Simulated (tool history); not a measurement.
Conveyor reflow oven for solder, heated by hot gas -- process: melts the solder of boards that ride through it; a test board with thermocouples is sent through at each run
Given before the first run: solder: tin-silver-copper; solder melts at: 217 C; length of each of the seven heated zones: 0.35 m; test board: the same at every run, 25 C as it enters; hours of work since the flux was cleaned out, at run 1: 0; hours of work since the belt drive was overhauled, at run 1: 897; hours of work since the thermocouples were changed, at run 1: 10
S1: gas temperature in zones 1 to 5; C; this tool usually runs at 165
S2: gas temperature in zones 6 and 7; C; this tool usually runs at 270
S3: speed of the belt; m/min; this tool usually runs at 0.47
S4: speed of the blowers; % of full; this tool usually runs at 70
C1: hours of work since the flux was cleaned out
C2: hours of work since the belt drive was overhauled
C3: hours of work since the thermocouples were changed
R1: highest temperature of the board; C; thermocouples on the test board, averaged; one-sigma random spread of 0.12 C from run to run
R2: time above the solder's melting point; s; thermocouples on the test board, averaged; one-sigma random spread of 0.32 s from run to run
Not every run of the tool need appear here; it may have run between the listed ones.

Run 1, hour 0: usual settings; C1 0; C2 897; C3 10. Result: R1 258.1 C, R2 71.3 s.
Run 2, hour 25: usual settings; C1 19; C2 916; C3 29. Result: R1 257.7 C, R2 71 s.
Run 3, hour 58.7: usual settings but S1 169 C; C1 44; C2 941; C3 54. Result: R1 258.5 C, R2 72.8 s.
Run 4, hour 77.5: usual settings but S3 0.442 m/min; C1 58; C2 955; C3 68. Result: R1 259.6 C, R2 76.8 s.
Run 5, hour 98.9: usual settings but S3 0.442 m/min, S4 58 % of full; C1 74; C2 971; C3 84. Result: R1 256.3 C, R2 74.6 s.
Run 6, hour 125.9: usual settings; C1 94; C2 991; C3 104. Result: R1 257.6 C, R2 71.3 s.
Run 7, hour 143: usual settings; C1 107; C2 1004; C3 117. Result: R1 257.6 C, R2 71.3 s.
Run 8, hour 171.4: usual settings but S3 0.469 m/min; C1 128; C2 1025; C3 138. Result: R1 257.6 C, R2 71.3 s.
Run 9, hour 204.7: usual settings but S3 0.469 m/min; C1 153; C2 1050; C3 163. Result: R1 257.4 C, R2 71.5 s.
At hour 219.5: flux residue cleaned out of gas plates and filters.
Run 10, hour 226.6: usual settings but S3 0.469 m/min; C1 5; C2 1063; C3 176. Result: R1 258.5 C, R2 72.1 s.
Run 11, hour 251.2: usual settings but S3 0.469 m/min; C1 24; C2 1081; C3 194. Result: R1 258.6 C, R2 72.9 s.
Run 12, hour 288.6: usual settings but S3 0.469 m/min; C1 52; C2 1109; C3 222. Result: R1 258.4 C, R2 72.1 s.
Run 13, hour 325.3: usual settings but S3 0.469 m/min; C1 79; C2 1137; C3 250. Result: R1 258.4 C, R2 71.8 s.
Run 14, hour 357.4: usual settings but S3 0.469 m/min; C1 103; C2 1161; C3 274. Result: R1 258.2 C, R2 72.5 s.
Run 15, hour 389.6: usual settings but S2 283 C; C1 127; C2 1185; C3 298. Result: R1 270.1 C, R2 78.8 s.
Run 16, hour 427.5: usual settings but S2 283 C; C1 156; C2 1213; C3 326. Result: R1 270.2 C, R2 79.1 s.
At hour 440.4: flux residue cleaned out of gas plates and filters.
Run 17, hour 464.6: usual settings but S1 153 C, S2 264 C, S3 0.511 m/min; C1 18; C2 1237; C3 350. Result: R1 249.3 C, R2 55.3 s.
Run 18, hour 500.8: usual settings but S2 276 C, S3 0.445 m/min, S4 68 % of full; C1 45; C2 1264; C3 377. Result: R1 265.3 C, R2 81 s.
Run 19, hour 526.8: usual settings but S2 276 C, S3 0.445 m/min, S4 68 % of full; C1 65; C2 1284; C3 397. Result: R1 265.4 C, R2 81.1 s.
Run 20, hour 551.1: usual settings but S2 276 C, S3 0.445 m/min, S4 68 % of full; C1 83; C2 1302; C3 415. Result: R1 265.3 C, R2 81.2 s.
Run 21, hour 575.4: usual settings but S2 285 C, S3 0.482 m/min, S4 56 % of full; C1 101; C2 1320; C3 433. Result: R1 267.3 C, R2 75.2 s.
Run 22, hour 607.3: usual settings but S2 285 C, S3 0.482 m/min, S4 56 % of full; C1 125; C2 1344; C3 457. Result: R1 266.9 C, R2 75 s.
Run 23, hour 635: usual settings but S2 274 C, S3 0.465 m/min; C1 146; C2 1365; C3 478. Result: R1 262.4 C, R2 76.1 s.
At hour 658.8: flux residue cleaned out of gas plates and filters.
Run 24, hour 664.5: usual settings but S1 163 C; C1 4; C2 1383; C3 496. Result: R1 259.4 C, R2 72.3 s.
Run 25, hour 698.4: usual settings but S1 171 C, S3 0.523 m/min, S4 81 % of full; C1 30; C2 1409; C3 521. Result: R1 259.8 C, R2 67.8 s.
Run 26, hour 723.7: usual settings but S1 171 C, S3 0.523 m/min, S4 81 % of full; C1 49; C2 1428; C3 540. Result: R1 259.7 C, R2 68.1 s.
Run 27, hour 743.2: usual settings but S1 171 C, S3 0.523 m/min, S4 81 % of full; C1 63; C2 1442; C3 555. Result: R1 259.8 C, R2 67.9 s.
Run 28, hour 772.6: usual settings but S1 171 C, S3 0.523 m/min, S4 81 % of full; C1 85; C2 1464; C3 577. Result: R1 259.6 C, R2 68.4 s.
Run 29, hour 808.4: usual settings but S1 171 C, S3 0.523 m/min, S4 81 % of full; C1 112; C2 1491; C3 604. Result: R1 259.5 C, R2 68.2 s.

Some steps in R1 between neighbouring runs. How much of each would the tool show without its hidden state too (settings, what came in, random variation), and how much is left for the hidden state, with any gauge scatter that isn't in both results?
The tool's hidden condition here consists of: heat that the gas passes to the board, % of a clean oven's; belt's true speed, % of the reading; true gas temperature in zones 6 and 7 over the reading, C; drift of the gauge itself on peak_c, C; drift of the gauge itself on liquid_s, %.
Run 9 -> 10: flux residue cleaned out of gas plates and filters. R1 +1.1 C: hidden state +1.1, all else +0.
Run 16 -> 17: S1 165 -> 153, S2 283 -> 264, S3 0.47 -> 0.511, flux residue cleaned out of gas plates and filters. R1 -20.9 C: hidden state +1, all else -21.9.
Run 17 -> 18: S1 153 -> 165, S2 264 -> 276, S3 0.511 -> 0.445, S4 70 -> 68. R1 +16 C: hidden state -0.1, all else +16.1.
Run 23 -> 24: S1 165 -> 163, S2 274 -> 270, S3 0.465 -> 0.47, flux residue cleaned out of gas plates and filters. R1 -3 C: hidden state +1.1, all else -4.1.
